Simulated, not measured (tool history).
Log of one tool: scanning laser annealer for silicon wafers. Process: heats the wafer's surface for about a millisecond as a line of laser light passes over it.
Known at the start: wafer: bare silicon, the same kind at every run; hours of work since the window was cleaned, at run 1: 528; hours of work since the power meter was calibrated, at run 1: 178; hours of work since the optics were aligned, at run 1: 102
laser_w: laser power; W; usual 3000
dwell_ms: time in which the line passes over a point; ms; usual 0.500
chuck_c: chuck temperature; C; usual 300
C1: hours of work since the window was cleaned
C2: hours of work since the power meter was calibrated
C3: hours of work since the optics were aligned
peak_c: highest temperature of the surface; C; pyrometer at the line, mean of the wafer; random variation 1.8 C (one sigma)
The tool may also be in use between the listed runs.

{"run": 1, "hour": 0.0, "laser_w": 3000, "dwell_ms": 0.5, "chuck_c": 300, "C1": 528, "C2": 178, "C3": 102, "peak_c": 982}
{"run": 2, "hour": 8.1, "laser_w": 3000, "dwell_ms": 0.5, "chuck_c": 300, "C1": 533, "C2": 183, "C3": 107, "peak_c": 985}
{"run": 3, "hour": 12.7, "laser_w": 3000, "dwell_ms": 0.5, "chuck_c": 300, "C1": 536, "C2": 186, "C3": 110, "peak_c": 979}
{"run": 4, "hour": 17.4, "laser_w": 3000, "dwell_ms": 0.5, "chuck_c": 300, "C1": 539, "C2": 189, "C3": 113, "peak_c": 985}
{"run": 5, "hour": 23.7, "laser_w": 3000, "dwell_ms": 0.5, "chuck_c": 331, "C1": 543, "C2": 193, "C3": 117, "peak_c": 1012}
{"run": 6, "hour": 32.5, "laser_w": 3000, "dwell_ms": 0.5, "chuck_c": 331, "C1": 548, "C2": 199, "C3": 123, "peak_c": 1012}
{"run": 7, "hour": 37.2, "laser_w": 3000, "dwell_ms": 0.5, "chuck_c": 318, "C1": 551, "C2": 202, "C3": 126, "peak_c": 1001}
{"run": 8, "hour": 40.9, "laser_w": 3000, "dwell_ms": 0.5, "chuck_c": 318, "C1": 554, "C2": 204, "C3": 128, "peak_c": 996}
{"run": 9, "hour": 48.4, "laser_w": 3000, "dwell_ms": 0.5, "chuck_c": 318, "C1": 558, "C2": 209, "C3": 133, "peak_c": 1001}
{"run": 10, "hour": 55.8, "laser_w": 3000, "dwell_ms": 0.5, "chuck_c": 318, "C1": 563, "C2": 214, "C3": 138, "peak_c": 999}
{"run": 11, "hour": 64.2, "laser_w": 3000, "dwell_ms": 0.5, "chuck_c": 318, "C1": 569, "C2": 219, "C3": 143, "peak_c": 998}
{"run": 12, "hour": 72.5, "laser_w": 3167, "dwell_ms": 0.5, "chuck_c": 300, "C1": 574, "C2": 224, "C3": 148, "peak_c": 1016}
{"run": 13, "hour": 77.0, "laser_w": 3167, "dwell_ms": 0.5, "chuck_c": 300, "C1": 577, "C2": 227, "C3": 151, "peak_c": 1019}
{"run": 14, "hour": 84.2, "laser_w": 3167, "dwell_ms": 0.5, "chuck_c": 300, "C1": 581, "C2": 232, "C3": 156, "peak_c": 1019}
{"run": 15, "hour": 91.9, "laser_w": 3124, "dwell_ms": 0.5, "chuck_c": 300, "C1": 586, "C2": 237, "C3": 161, "peak_c": 1006}
{"run": 16, "hour": 98.3, "laser_w": 3000, "dwell_ms": 0.586, "chuck_c": 300, "C1": 590, "C2": 241, "C3": 165, "peak_c": 1033}
{"run": 17, "hour": 107.0, "laser_w": 3000, "dwell_ms": 0.586, "chuck_c": 339, "C1": 596, "C2": 246, "C3": 170, "peak_c": 1069}
{"run": 18, "hour": 115.4, "laser_w": 3000, "dwell_ms": 0.586, "chuck_c": 339, "C1": 601, "C2": 252, "C3": 175, "peak_c": 1067}
{"hour": 120.9, "done": "optics aligned, line set to its width"}
{"run": 19, "hour": 129.6, "laser_w": 3000, "dwell_ms": 0.586, "chuck_c": 339, "C1": 607, "C2": 258, "C3": 6, "peak_c": 1066}
{"run": 20, "hour": 138.6, "laser_w": 3000, "dwell_ms": 0.586, "chuck_c": 339, "C1": 613, "C2": 263, "C3": 11, "peak_c": 1069}
{"run": 21, "hour": 147.9, "laser_w": 3000, "dwell_ms": 0.5, "chuck_c": 300, "C1": 619, "C2": 269, "C3": 17, "peak_c": 976}
{"hour": 155.2, "done": "optics aligned, line set to its width, once more"}
{"run": 22, "hour": 161.0, "laser_w": 3000, "dwell_ms": 0.351, "chuck_c": 300, "C1": 624, "C2": 274, "C3": 4, "peak_c": 880}
{"run": 23, "hour": 167.9, "laser_w": 3000, "dwell_ms": 0.5, "chuck_c": 311, "C1": 628, "C2": 279, "C3": 8, "peak_c": 994}
{"run": 24, "hour": 173.9, "laser_w": 3229, "dwell_ms": 0.352, "chuck_c": 318, "C1": 632, "C2": 283, "C3": 12, "peak_c": 939}
{"run": 25, "hour": 179.9, "laser_w": 2849, "dwell_ms": 0.427, "chuck_c": 319, "C1": 636, "C2": 286, "C3": 16, "peak_c": 923}
{"run": 26, "hour": 187.5, "laser_w": 3000, "dwell_ms": 0.5, "chuck_c": 318, "C1": 641, "C2": 291, "C3": 21, "peak_c": 995}
{"run": 27, "hour": 194.2, "laser_w": 2631, "dwell_ms": 0.5, "chuck_c": 318, "C1": 645, "C2": 295, "C3": 25, "peak_c": 918}
{"run": 28, "hour": 202.5, "laser_w": 3000, "dwell_ms": 0.377, "chuck_c": 299, "C1": 650, "C2": 301, "C3": 30, "peak_c": 899}
{"run": 29, "hour": 206.8, "laser_w": 3000, "dwell_ms": 0.377, "chuck_c": 299, "C1": 653, "C2": 303, "C3": 33, "peak_c": 898}
{"run": 30, "hour": 212.5, "laser_w": 3000, "dwell_ms": 0.377, "chuck_c": 299, "C1": 656, "C2": 307, "C3": 36, "peak_c": 894}
{"run": 31, "hour": 218.3, "laser_w": 3000, "dwell_ms": 0.377, "chuck_c": 299, "C1": 660, "C2": 311, "C3": 40, "peak_c": 895}
{"run": 32, "hour": 225.1, "laser_w": 3092, "dwell_ms": 0.601, "chuck_c": 280, "C1": 665, "C2": 315, "C3": 45, "peak_c": 1037}
{"run": 33, "hour": 232.4, "laser_w": 2733, "dwell_ms": 0.544, "chuck_c": 291, "C1": 669, "C2": 320, "C3": 49, "peak_c": 934}
{"run": 34, "hour": 241.0, "laser_w": 2733, "dwell_ms": 0.544, "chuck_c": 291, "C1": 675, "C2": 325, "C3": 55, "peak_c": 934}
{"run": 35, "hour": 250.2, "laser_w": 2827, "dwell_ms": 0.536, "chuck_c": 300, "C1": 681, "C2": 331, "C3": 60, "peak_c": 963}
{"run": 36, "hour": 255.2, "laser_w": 3000, "dwell_ms": 0.383, "chuck_c": 284, "C1": 684, "C2": 334, "C3": 64, "peak_c": 883}
{"run": 37, "hour": 262.9, "laser_w": 3000, "dwell_ms": 0.383, "chuck_c": 284, "C1": 689, "C2": 339, "C3": 69, "peak_c": 881}
{"run": 38, "hour": 270.0, "laser_w": 3073, "dwell_ms": 0.391, "chuck_c": 286, "C1": 693, "C2": 344, "C3": 73, "peak_c": 903}
{"run": 39, "hour": 279.1, "laser_w": 2812, "dwell_ms": 0.46, "chuck_c": 300, "C1": 699, "C2": 349, "C3": 79, "peak_c": 910}
{"run": 40, "hour": 284.4, "laser_w": 2950, "dwell_ms": 0.56, "chuck_c": 305, "C1": 702, "C2": 353, "C3": 82, "peak_c": 1005}
{"run": 41, "hour": 293.6, "laser_w": 2831, "dwell_ms": 0.5, "chuck_c": 323, "C1": 708, "C2": 359, "C3": 88, "peak_c": 964}
{"run": 42, "hour": 299.2, "laser_w": 2617, "dwell_ms": 0.562, "chuck_c": 300, "C1": 712, "C2": 362, "C3": 92, "peak_c": 924}

Hidden state or all else? Some run-to-run changes of peak_c, split into what the settings, what came in and random variation would give without the hidden state, and what is left for the hidden state (with any gauge scatter that isn't in both results):
The hidden state here: light that passes the window, % of a clean one's; laser's true power over the reading, %; width of the line over the set one, %; drift of the gauge itself on peak_c, C.
Run 21 -> 22: dwell_ms 0.500 -> 0.351, optics aligned, line set to its width, once more. peak_c -96 C: hidden state +6, all else -102.
Run 22 -> 23: dwell_ms 0.351 -> 0.500, chuck_c 300 -> 311. peak_c +114 C: hidden state -5, all else +119.
Run 31 -> 32: laser_w 3000 -> 3092, dwell_ms 0.377 -> 0.601, chuck_c 299 -> 280. peak_c +142 C: hidden state -8, all else +150.
Run 32 -> 33: laser_w 3092 -> 2733, dwell_ms 0.601 -> 0.544, chuck_c 280 -> 291. peak_c -103 C: hidden state +6, all else -109.

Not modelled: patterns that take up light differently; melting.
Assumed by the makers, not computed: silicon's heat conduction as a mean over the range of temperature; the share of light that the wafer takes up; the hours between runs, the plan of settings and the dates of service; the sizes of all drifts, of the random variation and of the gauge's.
